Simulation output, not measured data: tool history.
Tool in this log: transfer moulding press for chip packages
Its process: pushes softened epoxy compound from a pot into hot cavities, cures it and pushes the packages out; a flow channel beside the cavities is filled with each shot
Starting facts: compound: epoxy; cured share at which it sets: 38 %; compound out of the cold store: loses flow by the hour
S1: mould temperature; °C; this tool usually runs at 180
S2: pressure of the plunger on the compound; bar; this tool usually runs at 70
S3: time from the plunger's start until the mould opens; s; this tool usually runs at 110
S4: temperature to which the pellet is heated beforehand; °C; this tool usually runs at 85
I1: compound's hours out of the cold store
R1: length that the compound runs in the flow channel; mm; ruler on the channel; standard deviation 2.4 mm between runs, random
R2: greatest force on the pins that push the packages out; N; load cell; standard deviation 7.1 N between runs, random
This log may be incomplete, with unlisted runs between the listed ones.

run,day,S1,S2,S3,S4,I1,R1,R2
1,0,180,70,110,85,14.5,562,500
2,1.233,180,70,110,85,19.7,553,548
3,2.204,180,70,110,85,33.2,519,544
4,3.346,180,70,110,85,32.3,518,584
5,4.679,180,70,110,85,30.6,518,578
# day 4.942: cavities cleaned with cleaning compound and waxed
6,5.475,180,70,103,85,22.4,538,776
7,6.525,183,70,110,85,16.3,550,571
8,7.296,183,70,110,85,12.8,561,549
9,8.458,183,70,110,85,45.7,474,533
10,9.35,180,70,110,85,26,523,585
# day 9.925: cavities cleaned with cleaning compound and waxed, once more
11,10.146,188,70,110,85,9.5,557,286
12,11.175,188,70,110,85,9.8,556,385
13,11.846,188,70,110,85,36.5,488,411
14,12.862,180,70,110,85,31.2,511,533
15,13.625,182,52.3,105,86,9.9,487,567
16,14.717,180,70,110,76,19,539,572
17,16.012,178,79.1,110,85,22,572,694
# day 16.708: cavities cleaned with cleaning compound and waxed
18,17.296,180,71.7,110,91,25.6,528,376
19,18.454,180,71.7,110,91,16.8,547,507
20,19.083,180,71.7,110,91,29.6,511,516
21,19.696,180,71.7,148,86,36.2,500,451
22,20.904,180,84.5,110,86,42.3,520,571

For run 23, what comes out?
23,21.946,181,81.7,150,76,27.8,?,?

R1: 551 mm
R2: 472 N
If the tool had no hidden condition, the same run with the same run-to-run variation would have returned R1 576 mm, R2 247 N.
